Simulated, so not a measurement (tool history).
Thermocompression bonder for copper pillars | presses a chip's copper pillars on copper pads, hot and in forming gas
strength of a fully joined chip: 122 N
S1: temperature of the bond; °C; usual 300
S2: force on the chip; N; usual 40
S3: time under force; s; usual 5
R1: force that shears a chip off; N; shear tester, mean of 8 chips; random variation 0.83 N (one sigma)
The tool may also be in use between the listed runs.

run 1 hour=0.0 | S1=300 S2=40 S3=5 | R1=66.1
run 2 hour=5.6 | S1=300 S2=40 S3=5 | R1=65.9
run 3 hour=12.7 | S1=300 S2=40 S3=5 | R1=67.5
run 4 hour=17.7 | S1=300 S2=40 S3=5 | R1=66.1
run 5 hour=23.6 | S1=274 S2=40 S3=5 | R1=45.7
run 6 hour=33.1 | S1=274 S2=40 S3=5 | R1=46.6
-- hour=36.1 heater calibrated with a thermocouple chip
run 7 hour=44.5 | S1=274 S2=40 S3=5 | R1=46.8
run 8 hour=48.6 | S1=274 S2=40 S3=5 | R1=45.9
run 9 hour=57.7 | S1=274 S2=40 S3=5 | R1=46.8
-- hour=65.2 heater calibrated with a thermocouple chip, once more
run 10 hour=69.7 | S1=274 S2=40 S3=5 | R1=43.5
run 11 hour=75.0 | S1=274 S2=40 S3=3 | R1=36.0

3 ways to go on from here, each from the tool as it stands after run 11. What would each give?
run A hour=82.7 | S1=316 S2=55 S3=5 | R1=?
run B hour=82.7 | S1=313 S2=40 S3=3 | R1=?
run C hour=82.7 | S1=300 S2=26 S3=5 | R1=?

run=A R1=91.3
run=B R1=62.1
run=C R1=46.6
Without the tool's hidden state the same runs would have given:
run=A R1=93.4
run=B R1=63.7
run=C R1=47.9
